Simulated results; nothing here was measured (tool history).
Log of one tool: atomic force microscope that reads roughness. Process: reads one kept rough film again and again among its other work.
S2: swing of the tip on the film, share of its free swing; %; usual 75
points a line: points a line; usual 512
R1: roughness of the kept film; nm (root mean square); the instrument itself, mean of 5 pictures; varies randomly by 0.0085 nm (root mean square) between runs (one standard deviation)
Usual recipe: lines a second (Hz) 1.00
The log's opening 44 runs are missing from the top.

{"run": 45, "hour": 503.3, "lines a second (Hz)": 1.81, "S2": 69, "points a line": 314, "R1": 1.758}
{"run": 46, "hour": 516.2, "lines a second (Hz)": 1.28, "S2": 87, "points a line": 458, "R1": 1.731}
{"run": 47, "hour": 529.0, "lines a second (Hz)": 1.0, "S2": 75, "points a line": 999, "R1": 1.759}
{"run": 48, "hour": 539.6, "lines a second (Hz)": 3.16, "S2": 82, "points a line": 856, "R1": 1.647}
{"run": 49, "hour": 551.1, "lines a second (Hz)": 3.16, "S2": 82, "points a line": 856, "R1": 1.628}
{"run": 50, "hour": 563.3, "lines a second (Hz)": 0.73, "S2": 83, "points a line": 856, "R1": 1.742}
{"run": 51, "hour": 575.4, "lines a second (Hz)": 0.73, "S2": 85, "points a line": 356, "R1": 1.737}
{"run": 52, "hour": 584.3, "lines a second (Hz)": 0.73, "S2": 85, "points a line": 356, "R1": 1.732}

Forecast each of these 3 alternatives for the next run:
{"run": "A", "hour": 590.9, "lines a second (Hz)": 1.45, "S2": 77, "points a line": 636, "R1": "?"}
{"run": "B", "hour": 590.9, "lines a second (Hz)": 1.0, "S2": 78, "points a line": 721, "R1": "?"}
{"run": "C", "hour": 590.9, "lines a second (Hz)": 1.01, "S2": 75, "points a line": 567, "R1": "?"}

run=A R1=1.718
run=B R1=1.736
run=C R1=1.742
With no hidden state in the tool, these same runs would have given:
run=A R1=1.844
run=B R1=1.863
run=C R1=1.869
